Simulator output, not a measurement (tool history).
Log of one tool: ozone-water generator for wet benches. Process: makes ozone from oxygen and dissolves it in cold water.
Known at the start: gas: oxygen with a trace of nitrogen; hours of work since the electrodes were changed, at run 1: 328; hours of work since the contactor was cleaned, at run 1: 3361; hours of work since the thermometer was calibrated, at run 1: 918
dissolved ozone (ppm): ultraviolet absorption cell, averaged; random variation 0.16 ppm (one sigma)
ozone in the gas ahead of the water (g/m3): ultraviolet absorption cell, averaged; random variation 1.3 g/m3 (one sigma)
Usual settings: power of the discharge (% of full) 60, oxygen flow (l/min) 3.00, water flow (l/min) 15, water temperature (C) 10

run   hour  power of the discharge (% of full)  oxygen flow (l/min)  water flow (l/min)  water temperature (C)  hours of work since the electrodes were changed  hours of work since the contactor was cleaned  hours of work since the thermometer was calibrated  dissolved ozone (ppm)  ozone in the gas ahead of the water (g/m3)
  1    0.0                                  60                 3.00                  15                     10                                              328                                           3361                                                 918                   20.6                                       232.6
  2   47.6                                  60                 3.00                  13                     10                                              363                                           3396                                                 953                   23.9                                       233.0
  3   98.6                                  60                 3.00                  13                     10                                              401                                           3433                                                 990                   23.8                                       230.8
  4  128.3                                  60                 3.00                  13                     10                                              422                                           3455                                                1012                   23.7                                       231.1
  5  165.0                                  60                 3.00                  13                     10                                              450                                           3482                                                1039                   23.8                                       232.1
  6  203.8                                  57                 3.00                  12                     10                                              478                                           3511                                                1068                   25.0                                       227.3
  7  240.3                                  57                 3.00                  12                     10                                              505                                           3538                                                1095                   25.0                                       223.5
  8  296.4                                  60                 3.00                  13                     10                                              546                                           3579                                                1136                   23.6                                       233.5
  9  321.3                                  95                 3.00                  15                      6                                              565                                           3598                                                1154                   29.3                                       317.1
 10  356.6                                  95                 1.85                  13                      6                                              591                                           3624                                                1180                   29.3                                       385.8

Forecast each of these 5 alternatives for the next run:
  A  389.6                                  95                 1.85                  11                      6                                              615                                           3648                                                1205                      ?                                           ?
  B  389.6                                  43                 2.32                  13                     14                                              615                                           3648                                                1205                      ?                                           ?
  C  389.6                                  95                 1.85                  13                     12                                              615                                           3648                                                1205                      ?                                           ?
  D  389.6                                  60                 3.00                  15                     11                                              615                                           3648                                                1205                      ?                                           ?
  E  389.6                                  62                 3.12                  13                     10                                              615                                           3648                                                1205                      ?                                           ?

run  dissolved ozone (ppm)  ozone in the gas ahead of the water (g/m3)
  A                   35.1                                       387.0
  B                   17.4                                       206.9
  C                   28.1                                       389.1
  D                   20.3                                       233.8
  E                   24.7                                       235.7
Without the tool's hidden state the same runs would have given:
run  dissolved ozone (ppm)  ozone in the gas ahead of the water (g/m3)
  A                   35.1                                       387.0
  B                   17.4                                       206.9
  C                   28.1                                       389.1
  D                   20.3                                       233.9
  E                   24.7                                       235.7
